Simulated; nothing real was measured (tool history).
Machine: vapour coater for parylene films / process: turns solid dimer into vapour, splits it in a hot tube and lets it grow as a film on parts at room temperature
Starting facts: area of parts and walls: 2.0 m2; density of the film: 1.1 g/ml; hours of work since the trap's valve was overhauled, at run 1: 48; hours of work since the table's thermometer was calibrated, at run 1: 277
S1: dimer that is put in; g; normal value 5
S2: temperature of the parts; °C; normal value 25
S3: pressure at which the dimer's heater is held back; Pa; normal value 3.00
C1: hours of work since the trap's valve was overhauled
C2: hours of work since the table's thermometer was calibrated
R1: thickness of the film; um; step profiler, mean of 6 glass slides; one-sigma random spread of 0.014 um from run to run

run	hour	S1	S2	S3	C1	C2	R1
1	0.0	5	25	3.00	48	277	1.03
2	27.9	5	25	3.00	66	294	1.03
3	47.3	5	30	3.00	78	307	0.88
4	81.8	5	30	3.00	100	328	0.88
5	112.0	5	25	3.00	119	348	1.04
6	146.6	4	25	3.00	141	369	0.82
7	165.2	4	25	3.00	153	381	0.82
8	194.2	4	25	3.00	171	400	0.81
9	228.6	7	19	3.38	193	421	1.75
10	259.8	8	36	11.51	212	441	1.02
11	288.3	7	36	2.47	231	459	0.98
12	321.1	4	25	3.27	251	480	0.84
13	336.5	6	26	2.88	261	490	1.17

Each row is a separate what-if for the run after 13, all from the same tool condition, not one after another. Results?
A	367.8	3	18	2.36	281	509	?
B	367.8	5	26	2.88	281	509	?
C	367.8	4	30	3.18	281	509	?
D	367.8	2	25	7.04	281	509	?
E	367.8	2	24	8.21	281	509	?

run	R1
A	0.78
B	0.96
C	0.68
D	0.36
E	0.39
Without the tool's unlogged condition, the same runs would have read:
run	R1
A	0.83
B	1.02
C	0.72
D	0.38
E	0.42
